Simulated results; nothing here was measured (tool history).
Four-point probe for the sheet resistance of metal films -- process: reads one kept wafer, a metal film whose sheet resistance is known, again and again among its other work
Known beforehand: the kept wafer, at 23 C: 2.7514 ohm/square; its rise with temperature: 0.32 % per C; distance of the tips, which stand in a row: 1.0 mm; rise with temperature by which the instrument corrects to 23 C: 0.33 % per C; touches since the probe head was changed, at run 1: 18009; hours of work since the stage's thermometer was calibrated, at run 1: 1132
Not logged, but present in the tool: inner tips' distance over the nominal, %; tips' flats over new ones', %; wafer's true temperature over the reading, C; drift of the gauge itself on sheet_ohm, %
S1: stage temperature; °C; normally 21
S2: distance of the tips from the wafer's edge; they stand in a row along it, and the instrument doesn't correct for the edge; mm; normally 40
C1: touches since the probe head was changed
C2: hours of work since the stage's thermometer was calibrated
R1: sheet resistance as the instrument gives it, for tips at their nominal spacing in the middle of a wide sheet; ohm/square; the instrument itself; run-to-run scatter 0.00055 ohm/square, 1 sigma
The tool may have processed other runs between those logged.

run	hour	S1	S2	C1	C2	R1
1	0.0	21	40	18009	1132	2.742771
2	108.7	21	40	20710	1201	2.742607
3	212.5	24	40	23287	1267	2.741445
4	261.2	30	40	24496	1298	2.740310
5	313.0	30	40	25782	1331	2.738984
6	418.8	30	40	28411	1399	2.739125
7	495.4	30	40	30312	1447	2.739093
8	595.8	21	40	32808	1511	2.740805
9	701.7	21	40	35436	1579	2.740243
10	779.9	21	40	37380	1629	2.739705
11	836.7	21	40	38791	1665	2.739465
12	923.4	25	40	40943	1720	2.738737
13	974.7	21	40	42219	1753	2.739389
14	1032.5	21	40	43653	1790	2.738356
15	1130.6	21	40	46090	1852	2.737659
16	1210.4	21	40	48071	1903	2.737914
17	1303.7	21	40	50390	1963	2.737753
18	1404.8	21	40	52900	2027	2.736423
19	1454.8	21	40	54142	2059	2.737494
20	1530.0	21	40	56009	2107	2.736512
21	1612.5	24	40	58060	2160	2.734516
22	1713.1	28	40	60556	2224	2.734268
23	1804.3	21	14	62821	2282	2.742866
# hour 1814.4: stage's thermometer calibrated
24	1883.1	21	20	64768	44	2.737554
25	1987.7	21	20	67366	111	2.736637
26	2050.2	25	13	68916	150	2.740165
# hour 2119.8: stage's thermometer calibrated, once more
27	2155.9	19	43	71529	23	2.736147
28	2208.5	20	43	72836	57	2.735991
29	2292.6	20	43	74925	110	2.736824
30	2389.4	20	43	77330	172	2.735507
31	2460.9	30	32	79106	218	2.732940
32	2566.9	18	40	81739	285	2.735016
33	2623.0	18	40	83133	321	2.734693
34	2711.2	18	40	85323	377	2.734406
35	2761.1	18	40	86561	409	2.734263
36	2807.4	19	75	87711	438	2.733732
37	2898.2	27	43	89966	496	2.730833
38	2948.4	19	10	91214	528	2.746846
39	3034.8	18	25	93360	583	2.734861
40	3134.9	31	72	95847	647	2.728285
41	3226.7	22	10	98125	706	2.743678
42	3297.5	22	10	99883	751	2.745542
43	3374.8	31	70	101803	800	2.727775
44	3421.7	19	57	102969	830	2.730389
45	3487.9	28	27	104613	872	2.730220

Each row is a separate what-if for the run after 45, all from the same tool condition, not one after another. Results?
A	3561.0	22	40	106428	919	?
B	3561.0	18	54	106428	919	?
C	3561.0	34	13	106428	919	?
D	3561.0	25	17	106428	919	?

run	R1
A	2.729300
B	2.730975
C	2.733771
D	2.732769
What these runs would have given with no unlogged condition in the tool:
run	R1
A	2.751979
B	2.753684
C	2.756434
D	2.755462
